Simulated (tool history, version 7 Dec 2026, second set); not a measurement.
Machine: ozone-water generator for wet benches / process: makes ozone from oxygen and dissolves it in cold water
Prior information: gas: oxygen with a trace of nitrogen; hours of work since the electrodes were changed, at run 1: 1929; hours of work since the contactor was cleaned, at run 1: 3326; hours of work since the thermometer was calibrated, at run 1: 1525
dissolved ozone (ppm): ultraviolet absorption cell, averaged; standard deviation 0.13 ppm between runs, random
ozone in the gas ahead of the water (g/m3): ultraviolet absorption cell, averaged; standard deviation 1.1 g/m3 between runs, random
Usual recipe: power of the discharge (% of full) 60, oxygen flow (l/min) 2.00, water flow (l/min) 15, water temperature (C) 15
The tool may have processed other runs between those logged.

| run | hour | power of the discharge (% of full) | oxygen flow (l/min) | water flow (l/min) | water temperature (C) | hours of work since the electrodes were changed | hours of work since the contactor was cleaned | hours of work since the thermometer was calibrated | dissolved ozone (ppm) | ozone in the gas ahead of the water (g/m3) |
|---|---|---|---|---|---|---|---|---|---|---|
| 1 | 0.0 | 60 | 2.00 | 15 | 15 | 1929 | 3326 | 1525 | 14.3 | 193.2 |
| 2 | 112.1 | 60 | 2.00 | 15 | 15 | 2025 | 3422 | 1621 | 14.3 | 194.2 |
| 3 | 203.9 | 60 | 2.00 | 15 | 15 | 2104 | 3501 | 1700 | 14.2 | 194.3 |
| 4 | 268.2 | 60 | 2.00 | 15 | 15 | 2159 | 3556 | 1755 | 14.1 | 193.8 |
| 5 | 332.6 | 71 | 2.00 | 15 | 15 | 2214 | 3611 | 1811 | 16.1 | 224.4 |
| 6 | 442.8 | 60 | 2.00 | 15 | 15 | 2309 | 3706 | 1905 | 14.2 | 198.0 |
|  | 486.8 | contactor cleaned |
| 7 | 556.0 | 60 | 2.00 | 15 | 15 | 2403 | 59 | 1999 | 14.3 | 197.4 |
| 8 | 641.3 | 60 | 2.00 | 15 | 15 | 2476 | 133 | 2072 | 14.4 | 197.8 |
| 9 | 779.9 | 60 | 1.47 | 15 | 15 | 2595 | 251 | 2191 | 13.4 | 225.4 |
| 10 | 910.9 | 60 | 2.00 | 15 | 15 | 2707 | 364 | 2303 | 14.3 | 196.8 |
| 11 | 1048.8 | 91 | 2.00 | 15 | 15 | 2825 | 482 | 2422 | 20.0 | 274.0 |
| 12 | 1158.7 | 60 | 2.00 | 15 | 15 | 2920 | 577 | 2516 | 14.5 | 197.0 |
| 13 | 1268.7 | 60 | 2.00 | 15 | 15 | 3014 | 671 | 2610 | 14.2 | 196.8 |
| 14 | 1408.9 | 60 | 1.60 | 15 | 15 | 3134 | 791 | 2731 | 13.6 | 219.4 |
| 15 | 1485.2 | 60 | 1.60 | 15 | 15 | 3200 | 857 | 2796 | 13.6 | 218.5 |
| 16 | 1590.1 | 60 | 1.60 | 15 | 15 | 3290 | 947 | 2886 | 13.4 | 218.9 |
| 17 | 1663.5 | 60 | 1.60 | 15 | 15 | 3353 | 1010 | 2949 | 13.3 | 219.6 |
| 18 | 1781.8 | 60 | 1.60 | 15 | 15 | 3454 | 1111 | 3051 | 13.3 | 220.1 |
| 19 | 1899.4 | 44 | 3.27 | 12 | 21 | 3555 | 1212 | 3152 | 13.6 | 122.0 |
| 20 | 1958.0 | 50 | 2.00 | 15 | 12 | 3606 | 1263 | 3202 | 12.7 | 172.4 |
| 21 | 2080.4 | 50 | 2.00 | 15 | 12 | 3711 | 1368 | 3307 | 12.9 | 171.3 |
| 22 | 2168.8 | 48 | 2.00 | 15 | 8 | 3787 | 1443 | 3383 | 12.4 | 164.3 |
| 23 | 2301.4 | 50 | 2.00 | 10 | 15 | 3900 | 1557 | 3497 | 18.0 | 171.9 |
| 24 | 2429.7 | 75 | 2.00 | 15 | 20 | 4010 | 1667 | 3607 | 16.3 | 239.2 |
| 25 | 2544.6 | 68 | 1.86 | 9 | 21 | 4109 | 1766 | 3705 | 23.4 | 228.0 |
| 26 | 2633.1 | 60 | 1.75 | 15 | 11 | 4185 | 1842 | 3781 | 14.2 | 212.8 |
| 27 | 2741.2 | 42 | 2.00 | 15 | 15 | 4278 | 1935 | 3874 | 10.8 | 147.9 |
| 28 | 2803.2 | 96 | 2.00 | 15 | 12 | 4331 | 1988 | 3927 | 21.2 | 291.7 |
| 29 | 2871.0 | 97 | 2.00 | 15 | 8 | 4389 | 2046 | 3985 | 22.5 | 296.1 |
|  | 3001.8 | gauge calibrated |
| 30 | 3002.5 | 45 | 1.50 | 13 | 11 | 4502 | 2159 | 4098 | 12.7 | 176.5 |
| 31 | 3137.2 | 45 | 1.50 | 13 | 11 | 4618 | 2274 | 4214 | 12.2 | 177.0 |
| 32 | 3277.0 | 86 | 2.67 | 23 | 23 | 4738 | 2394 | 4334 | 12.5 | 226.9 |
| 33 | 3366.0 | 60 | 2.67 | 19 | 10 | 4814 | 2471 | 4410 | 12.5 | 168.6 |
| 34 | 3481.2 | 60 | 1.36 | 19 | 8 | 4913 | 2570 | 4509 | 10.3 | 232.8 |

3 ways to go on from here, each from the tool as it stands after run 34. What would each give?
| A | 3612.8 | 84 | 1.36 | 19 | 17 | 5026 | 2683 | 4622 | ? | ? |
| B | 3612.8 | 60 | 2.26 | 15 | 15 | 5026 | 2683 | 4622 | ? | ? |
| C | 3612.8 | 60 | 1.36 | 20 | 8 | 5026 | 2683 | 4622 | ? | ? |

| run | dissolved ozone (ppm) | ozone in the gas ahead of the water (g/m3) |
|---|---|---|
| A | 12.7 | 305.5 |
| B | 14.5 | 184.1 |
| C | 9.5 | 235.4 |
With no hidden state in the tool, these same runs would have given:
| run | dissolved ozone (ppm) | ozone in the gas ahead of the water (g/m3) |
|---|---|---|
| A | 12.7 | 304.3 |
| B | 14.6 | 183.3 |
| C | 9.5 | 234.4 |
